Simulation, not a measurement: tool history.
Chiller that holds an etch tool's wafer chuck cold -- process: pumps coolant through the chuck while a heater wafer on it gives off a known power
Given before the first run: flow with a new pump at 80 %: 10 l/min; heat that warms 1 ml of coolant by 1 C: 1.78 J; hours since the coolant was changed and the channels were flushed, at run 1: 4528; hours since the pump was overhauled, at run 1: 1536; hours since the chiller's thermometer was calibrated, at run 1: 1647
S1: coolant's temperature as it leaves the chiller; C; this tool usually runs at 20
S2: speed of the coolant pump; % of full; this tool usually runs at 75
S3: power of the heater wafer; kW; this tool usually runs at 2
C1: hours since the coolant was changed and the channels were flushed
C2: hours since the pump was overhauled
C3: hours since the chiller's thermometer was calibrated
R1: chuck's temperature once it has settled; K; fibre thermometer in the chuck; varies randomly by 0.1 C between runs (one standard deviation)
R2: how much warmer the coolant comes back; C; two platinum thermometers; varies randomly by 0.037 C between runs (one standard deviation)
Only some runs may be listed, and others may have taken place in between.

{"run": 1, "day": 0.0, "S1": 20, "S2": 75, "S3": 2, "C1": 4528, "C2": 1536, "C3": 1647, "R1": 307.55, "R2": 7.45}
{"run": 2, "day": 1.171, "S1": 20, "S2": 75, "S3": 2, "C1": 4556, "C2": 1564, "C3": 1675, "R1": 307.45, "R2": 7.38}
{"run": 3, "day": 2.333, "S1": 20, "S2": 75, "S3": 2, "C1": 4584, "C2": 1592, "C3": 1703, "R1": 307.65, "R2": 7.37}
{"run": 4, "day": 3.167, "S1": 11, "S2": 75, "S3": 2, "C1": 4604, "C2": 1612, "C3": 1723, "R1": 298.55, "R2": 7.43}
{"run": 5, "day": 4.121, "S1": 11, "S2": 75, "S3": 2, "C1": 4627, "C2": 1635, "C3": 1746, "R1": 298.85, "R2": 7.45}
{"run": 6, "day": 5.604, "S1": 17, "S2": 75, "S3": 2, "C1": 4663, "C2": 1670, "C3": 1781, "R1": 304.75, "R2": 7.43}
{"run": 7, "day": 6.367, "S1": 22, "S2": 75, "S3": 2, "C1": 4681, "C2": 1689, "C3": 1800, "R1": 309.65, "R2": 7.42}
{"run": 8, "day": 7.954, "S1": 22, "S2": 75, "S3": 2, "C1": 4719, "C2": 1727, "C3": 1838, "R1": 309.75, "R2": 7.47}
{"day": 8.246, "done": "coolant pump overhauled"}
{"run": 9, "day": 9.575, "S1": 22, "S2": 75, "S3": 2, "C1": 4753, "C2": 32, "C3": 1872, "R1": 309.65, "R2": 7.6}
{"run": 10, "day": 11.004, "S1": 22, "S2": 75, "S3": 2, "C1": 4787, "C2": 66, "C3": 1906, "R1": 309.85, "R2": 7.53}
{"run": 11, "day": 11.992, "S1": 22, "S2": 75, "S3": 2, "C1": 4811, "C2": 90, "C3": 1930, "R1": 309.75, "R2": 7.55}
{"run": 12, "day": 13.696, "S1": 14, "S2": 70, "S3": 2.34, "C1": 4852, "C2": 131, "C3": 1970, "R1": 305.45, "R2": 9.5}
{"run": 13, "day": 15.046, "S1": 24, "S2": 62, "S3": 1.393, "C1": 4884, "C2": 163, "C3": 2003, "R1": 309.05, "R2": 6.42}
{"day": 15.567, "done": "coolant pump overhauled, once more"}
{"run": 14, "day": 16.525, "S1": 30, "S2": 79, "S3": 1.632, "C1": 4915, "C2": 23, "C3": 2033, "R1": 314.25, "R2": 5.56}
{"run": 15, "day": 17.817, "S1": 29, "S2": 77, "S3": 1.463, "C1": 4946, "C2": 54, "C3": 2064, "R1": 312.15, "R2": 5.13}
{"day": 18.971, "done": "chiller's thermometer calibrated"}
{"run": 16, "day": 18.971, "S1": 24, "S2": 73, "S3": 1.15, "C1": 4973, "C2": 81, "C3": 0, "R1": 305.75, "R2": 4.23}
{"run": 17, "day": 19.879, "S1": 11, "S2": 99, "S3": 1.141, "C1": 4994, "C2": 103, "C3": 22, "R1": 290.65, "R2": 3.09}
{"run": 18, "day": 21.2, "S1": 11, "S2": 99, "S3": 1.141, "C1": 5026, "C2": 134, "C3": 54, "R1": 290.65, "R2": 3.07}
{"run": 19, "day": 22.304, "S1": 21, "S2": 75, "S3": 2.635, "C1": 5053, "C2": 161, "C3": 80, "R1": 313.25, "R2": 9.5}
{"run": 20, "day": 23.933, "S1": 22, "S2": 67, "S3": 2.773, "C1": 5092, "C2": 200, "C3": 119, "R1": 317.15, "R2": 11.22}
{"run": 21, "day": 25.408, "S1": 28, "S2": 79, "S3": 2.397, "C1": 5127, "C2": 235, "C3": 154, "R1": 317.85, "R2": 8.17}

Difference, measured minus no-hidden-state, one row per run. Run-to-run variation is common to both terms; the gauge's own scatter need not be:
Unlogged tool condition in this case: heat passed by the chuck's channels, % of clean ones'; flow at a given pump speed, % of a new pump's; coolant's true temperature over the reading, C; drift of the gauge itself on chuck_c, C; drift of the gauge itself on warmer_back_c, C.
run=1 R1=+0.8 R2=+0.21
run=2 R1=+0.9 R2=+0.22
run=3 R1=+0.9 R2=+0.22
run=4 R1=+0.9 R2=+0.23
run=5 R1=+1 R2=+0.23
run=6 R1=+0.9 R2=+0.23
run=7 R1=+0.9 R2=+0.24
run=8 R1=+0.9 R2=+0.24
run=9 R1=+1 R2=+0.32
run=10 R1=+1.1 R2=+0.32
run=11 R1=+1.1 R2=+0.33
run=12 R1=+1.4 R2=+0.42
run=13 R1=+0.9 R2=+0.28
run=14 R1=+0.4 R2=-0.02
run=15 R1=+0.3 R2=-0.01
run=16 R1=+0.5 R2=-0.01
run=17 R1=+0.4 R2=+0
run=18 R1=+0.4 R2=+0
run=19 R1=+1.2 R2=-0.01
run=20 R1=+1.2 R2=+0
run=21 R1=+1 R2=+0
